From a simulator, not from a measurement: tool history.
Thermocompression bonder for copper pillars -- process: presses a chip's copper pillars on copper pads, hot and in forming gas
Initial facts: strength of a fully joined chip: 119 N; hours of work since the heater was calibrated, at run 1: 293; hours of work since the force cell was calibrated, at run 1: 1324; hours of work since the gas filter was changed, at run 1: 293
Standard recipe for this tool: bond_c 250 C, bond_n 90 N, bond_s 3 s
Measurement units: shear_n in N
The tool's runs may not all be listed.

| run | hour | bond_c | bond_n | bond_s | hours of work since the heater was calibrated | hours of work since the force cell was calibrated | hours of work since the gas filter was changed | shear_n |
|---|---|---|---|---|---|---|---|---|
| 1 | 0 | 250 | 90 | 3 | 293 | 1324 | 293 | 42.9 |
|  | 7.6 | forming gas filter changed |
| 2 | 41.1 | 241 | 90 | 3 | 320 | 1351 | 22 | 43.8 |
| 3 | 108.2 | 250 | 90 | 3 | 364 | 1395 | 66 | 46.9 |
| 4 | 139.3 | 250 | 90 | 3 | 385 | 1415 | 87 | 46.8 |
| 5 | 176.6 | 250 | 90 | 4 | 409 | 1440 | 111 | 52.6 |
| 6 | 239.1 | 250 | 90 | 4 | 450 | 1481 | 152 | 51.5 |
| 7 | 297.4 | 250 | 90 | 4 | 489 | 1519 | 191 | 49.2 |
| 8 | 338.2 | 250 | 90 | 2 | 516 | 1546 | 218 | 38 |
| 9 | 404.8 | 250 | 90 | 7 | 559 | 1590 | 262 | 59.3 |
|  | 410.3 | heater calibrated with a thermocouple chip |
|  | 460 | forming gas filter changed |
| 10 | 467.6 | 250 | 90 | 3 | 37 | 1630 | 5 | 47.6 |
| 11 | 531.4 | 250 | 123 | 3 | 79 | 1672 | 47 | 58.4 |
| 12 | 590.6 | 250 | 123 | 3 | 118 | 1711 | 86 | 57.2 |
| 13 | 629.6 | 280 | 127 | 3 | 144 | 1736 | 112 | 75.9 |
| 14 | 666.2 | 280 | 127 | 3 | 168 | 1761 | 136 | 77.1 |
| 15 | 702.7 | 280 | 127 | 3 | 192 | 1785 | 160 | 75.2 |
|  | 727.6 | heater calibrated with a thermocouple chip, once more |
| 16 | 759.7 | 280 | 89 | 3 | 21 | 1821 | 196 | 63.6 |
| 17 | 802.4 | 280 | 89 | 3 | 49 | 1849 | 224 | 63.5 |

Run 18 is up next; what results do you expect?
| 18 | 834.4 | 280 | 89 | 3 | 70 | 1870 | 245 | ? |

{"run 18": {"shear_n": 63}}
Minus the tool's unlogged condition, the same run would have read shear_n 66.5 N.
